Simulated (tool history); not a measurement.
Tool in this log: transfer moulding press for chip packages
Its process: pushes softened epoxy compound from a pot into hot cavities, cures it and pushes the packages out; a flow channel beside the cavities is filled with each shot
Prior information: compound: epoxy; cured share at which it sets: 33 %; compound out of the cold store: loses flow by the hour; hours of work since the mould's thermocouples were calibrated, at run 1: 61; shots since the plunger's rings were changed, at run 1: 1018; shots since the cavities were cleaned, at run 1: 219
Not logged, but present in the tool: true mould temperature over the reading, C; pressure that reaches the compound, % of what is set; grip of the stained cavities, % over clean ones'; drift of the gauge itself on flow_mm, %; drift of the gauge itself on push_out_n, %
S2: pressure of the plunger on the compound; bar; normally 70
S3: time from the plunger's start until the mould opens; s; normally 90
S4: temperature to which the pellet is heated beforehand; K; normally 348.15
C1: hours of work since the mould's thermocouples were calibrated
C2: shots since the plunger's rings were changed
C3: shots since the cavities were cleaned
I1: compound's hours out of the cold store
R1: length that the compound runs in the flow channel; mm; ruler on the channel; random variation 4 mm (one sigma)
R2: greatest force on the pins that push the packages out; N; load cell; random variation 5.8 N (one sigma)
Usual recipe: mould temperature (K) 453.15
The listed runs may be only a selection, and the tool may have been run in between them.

Run 1, hour 0: usual settings; C1 61; C2 1018; C3 219; I1 39.2. Result: R1 479 mm, R2 255 N.
Run 2, hour 6.1: usual settings; C1 64; C2 1073; C3 274; I1 17.8. Result: R1 513 mm, R2 267 N.
Run 3, hour 11.6: usual settings but S2 60.9 bar; C1 67; C2 1122; C3 323; I1 9.9. Result: R1 499 mm, R2 263 N.
Run 4, hour 20.4: usual settings but mould temperature (K) 455.15; C1 71; C2 1201; C3 402; I1 23.9. Result: R1 495 mm, R2 252 N.
Run 5, hour 30.8: usual settings but mould temperature (K) 455.15; C1 76; C2 1294; C3 495; I1 22. Result: R1 507 mm, R2 261 N.
Run 6, hour 38.6: usual settings but mould temperature (K) 460.15; C1 80; C2 1364; C3 565; I1 23.7. Result: R1 490 mm, R2 238 N.
At hour 41.1: cavities cleaned with cleaning compound and waxed.
Run 7, hour 50.3: usual settings but mould temperature (K) 460.15; C1 85; C2 1455; C3 82; I1 40.4. Result: R1 467 mm, R2 193 N.
Run 8, hour 62.1: usual settings but mould temperature (K) 447.15; C1 90; C2 1561; C3 188; I1 12. Result: R1 527 mm, R2 377 N.
Run 9, hour 72.2: usual settings but mould temperature (K) 447.15; C1 95; C2 1652; C3 279; I1 40. Result: R1 480 mm, R2 349 N.
Run 10, hour 81.7: usual settings but mould temperature (K) 447.15; C1 100; C2 1737; C3 364; I1 21. Result: R1 507 mm, R2 403 N.
Run 11, hour 91.4: usual settings but mould temperature (K) 447.15; C1 104; C2 1824; C3 451; I1 19.4. Result: R1 507 mm, R2 414 N.
Run 12, hour 102: usual settings but mould temperature (K) 447.15; C1 109; C2 1919; C3 546; I1 39. Result: R1 481 mm, R2 400 N.
At hour 106.1: cavities cleaned with cleaning compound and waxed.
Run 13, hour 111.4: usual settings but S3 78 s; C1 113; C2 1990; C3 48; I1 28.4. Result: R1 484 mm, R2 307 N.
Run 14, hour 118.7: usual settings but S3 78 s; C1 116; C2 2055; C3 113; I1 10.2. Result: R1 509 mm, R2 340 N.
Run 15, hour 124.1: usual settings but S3 78 s; C1 119; C2 2103; C3 161; I1 32.4. Result: R1 475 mm, R2 323 N.
At hour 127.1: mould's thermocouples calibrated.
Run 16, hour 137.6: usual settings but mould temperature (K) 459.15, S2 86.6 bar, S3 109 s; C1 5; C2 2206; C3 264; I1 22.6. Result: R1 537 mm, R2 204 N.
Run 17, hour 148.6: usual settings but S2 68.4 bar, S4 344.15 K; C1 10; C2 2305; C3 363; I1 36.2. Result: R1 460 mm, R2 264 N.
Run 18, hour 160: usual settings but S2 68.4 bar, S4 344.15 K; C1 16; C2 2407; C3 465; I1 25.2. Result: R1 488 mm, R2 274 N.
Run 19, hour 166.7: usual settings but S3 79 s; C1 19; C2 2467; C3 525; I1 20.3. Result: R1 495 mm, R2 383 N.
At hour 173.7: cavities cleaned with cleaning compound and waxed.
Run 20, hour 173.7: usual settings but S3 79 s; C1 21; C2 2517; C3 0; I1 28. Result: R1 477 mm, R2 287 N.

What does the tool deliver on the next run?
At hour 177.3: mould's thermocouples calibrated, once more.
Run 21, hour 185.4: usual settings but mould temperature (K) 457.15, S3 109 s, S4 343.15 K; C1 4; C2 2603; C3 86; I1 33.8. Result: R1 ?, R2 ?.

Run 21 produced R1 466 mm, R2 188 N.
With the hidden condition absent and the run-to-run variation left alone, this run would have shown R1 490 mm, R2 174 N.

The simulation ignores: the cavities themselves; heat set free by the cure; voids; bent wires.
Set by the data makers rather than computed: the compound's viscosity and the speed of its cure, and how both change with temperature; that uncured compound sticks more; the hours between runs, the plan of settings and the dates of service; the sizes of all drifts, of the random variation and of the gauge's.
